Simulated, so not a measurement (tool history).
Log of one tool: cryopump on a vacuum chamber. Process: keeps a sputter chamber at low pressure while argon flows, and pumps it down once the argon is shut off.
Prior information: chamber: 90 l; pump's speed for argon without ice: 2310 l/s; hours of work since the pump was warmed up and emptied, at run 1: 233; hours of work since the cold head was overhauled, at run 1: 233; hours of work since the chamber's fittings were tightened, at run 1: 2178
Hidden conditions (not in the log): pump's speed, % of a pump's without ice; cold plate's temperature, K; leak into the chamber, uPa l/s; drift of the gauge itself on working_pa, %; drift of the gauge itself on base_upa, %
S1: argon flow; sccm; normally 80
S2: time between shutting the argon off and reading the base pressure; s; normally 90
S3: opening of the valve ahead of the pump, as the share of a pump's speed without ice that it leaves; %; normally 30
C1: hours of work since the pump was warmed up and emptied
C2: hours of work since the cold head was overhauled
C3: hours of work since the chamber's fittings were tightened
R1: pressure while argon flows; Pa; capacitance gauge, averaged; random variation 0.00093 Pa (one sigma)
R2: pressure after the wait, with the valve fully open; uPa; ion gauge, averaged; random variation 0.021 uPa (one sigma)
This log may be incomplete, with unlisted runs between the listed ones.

run   hour   S1   S2  S3   C1   C2    C3      R1    R2
  1    0.0   80   90  30  233  233  2178  0.2019  1.38
  2   17.1   80   90  30  244  244  2189  0.2014  1.41
  3   35.3   80   90  30  255  255  2200  0.2009  1.41
  4   48.2   80   90  30  264  264  2209  0.2016  1.41
  5   72.8   80   90  30  279  279  2224  0.2028  1.44
  6   87.0   80   90  30  288  288  2233  0.2029  1.43
  7  108.9   80   90  30  302  302  2247  0.2034  1.46
  8  131.3   80   90  18  317  317  2262  0.3339  1.51
  9  155.5   80   90  18  332  332  2277  0.3334  1.43
 10  168.9   80   90  18  341  341  2286  0.3356  1.50
 11  191.2   80  134  30  355  355  2300  0.2045  1.50
 12  212.5   80   90  30  368  368  2313  0.2050  1.53
 13  228.8   80   71  30  379  379  2324  0.2046  1.57
 14  247.2   80   71  30  391  391  2336  0.2047  1.59
 15  266.8   80   90  48  403  403  2348  0.1315  1.59
 16  279.0   80   90  48  411  411  2356  0.1329  1.56
 17  294.4   80   90  30  421  421  2366  0.2052  1.62
 18  307.8   80   90  30  429  429  2374  0.2060  1.57
 19  325.1   83  104  16  440  440  2385  0.3907  1.58
 20  340.2   80   90  32  450  450  2395  0.1945  1.62
 21  358.9   80   90  32  462  462  2407  0.1959  1.62
 22  378.2   57  184  32  474  474  2419  0.1391  1.57
 23  402.6  152  232  31  490  490  2435  0.3811  1.57
 24  418.4  152  232  31  500  500  2445  0.3826  1.60
 25  437.8  152  232  31  512  512  2457  0.3819  1.62
 26  452.1  152  232  31  521  521  2466  0.3853  1.63
 27  469.2   45   34  17  532  532  2477  0.2025  2.02
 28  483.2   45   34  17  541  541  2486  0.2023  2.07
 29  496.8   67   55  47  550  550  2495  0.1169  1.87
 30  510.3   80  188  30  558  558  2503  0.2109  1.66
 31  525.6   80   25  30  568  568  2513  0.2106  2.19
 32  536.7   80   25  30  575  575  2520  0.2104  2.31
 33  549.5   47   90  30  583  583  2528  0.1239  1.87
 34  571.6   47   63  30  597  597  2542  0.1240  1.91
     594.5  -- leaking fittings of the chamber tightened, without venting
 35  594.6   87   63  16  611  611     0  0.4130  0.44

Branching from run 35: 3 alternative next runs. What would each branch give?
  A  608.9  80  21  54  620  620   9   ?   ?
  B  608.9  74  94  16  620  620   9   ?   ?
  C  608.9  39  61  48  620  620   9   ?   ?

run      R1    R2
  A  0.1265  0.95
  B  0.3545  0.33
  C  0.0688  0.43
With no hidden state in the tool, these same runs would have given:
run      R1    R2
  A  0.1091  0.88
  B  0.3385  0.26
  C  0.0604  0.36
